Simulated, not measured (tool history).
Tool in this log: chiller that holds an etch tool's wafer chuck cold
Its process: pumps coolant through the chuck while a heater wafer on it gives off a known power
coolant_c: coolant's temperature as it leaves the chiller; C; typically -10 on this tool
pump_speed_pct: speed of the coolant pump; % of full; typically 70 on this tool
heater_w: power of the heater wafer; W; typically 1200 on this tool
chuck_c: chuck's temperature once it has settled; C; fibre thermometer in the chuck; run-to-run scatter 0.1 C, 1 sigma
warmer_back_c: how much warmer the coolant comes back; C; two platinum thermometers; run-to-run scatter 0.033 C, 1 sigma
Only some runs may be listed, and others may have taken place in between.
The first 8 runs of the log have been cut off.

run	day	coolant_c	pump_speed_pct	heater_w	chuck_c	warmer_back_c
9	23.633	-10	70	1200	0.2	4.87
# day 24.058: chiller's thermometer calibrated
10	26.971	-10	85	1200	-1.9	4.11
11	29.738	-10	85	1200	-1.8	4.09
12	33.796	-10	70	1200	-0.4	4.98
13	38.417	-10	70	1200	-0.3	4.96
14	43.133	-12	70	1200	-2.5	4.92
15	47.221	-10	70	1200	-0.4	4.98
# day 48.296: chiller's thermometer calibrated, once more
16	51.592	-10	70	1200	1.3	5.01
17	55.542	-13	78	616	-7.7	2.28
18	60.138	-19	63	1184	-6.9	5.51
19	64.554	-10	94	668	-4.7	2.18
20	67.212	-16	100	715	-10.7	2.15
21	71.083	-16	100	715	-10.9	2.10
22	75.342	-7	76	1746	8.7	6.81
23	79.579	-7	76	1746	8.9	6.86
24	82.488	-18	61	1746	0.4	8.47
25	86.212	-10	99	1041	-2.3	3.18
26	89.371	-10	95	1351	0.4	4.27
27	94.050	-17	79	1464	-4.1	5.57
28	97.692	-17	79	1507	-3.6	5.77
29	101.396	-8	79	701	-2.0	2.69
30	105.754	-18	79	843	-10.7	3.26
31	110.175	-18	79	843	-10.8	3.21
32	113.604	-1	67	1353	12.6	6.12

What if the next run were any one of these 3? Each begins from the tool's condition after run 32:
A	117.529	-9	70	1200	?	?
B	117.529	-10	84	1200	?	?
C	117.529	-19	71	1466	?	?

run	chuck_c	warmer_back_c
A	2.6	5.21
B	0.1	4.44
C	-5.0	6.26
Stripped of hidden state, with their random variation kept, the same runs would have yielded:
run	chuck_c	warmer_back_c
A	0.7	4.35
B	-1.6	3.72
C	-7.4	5.23

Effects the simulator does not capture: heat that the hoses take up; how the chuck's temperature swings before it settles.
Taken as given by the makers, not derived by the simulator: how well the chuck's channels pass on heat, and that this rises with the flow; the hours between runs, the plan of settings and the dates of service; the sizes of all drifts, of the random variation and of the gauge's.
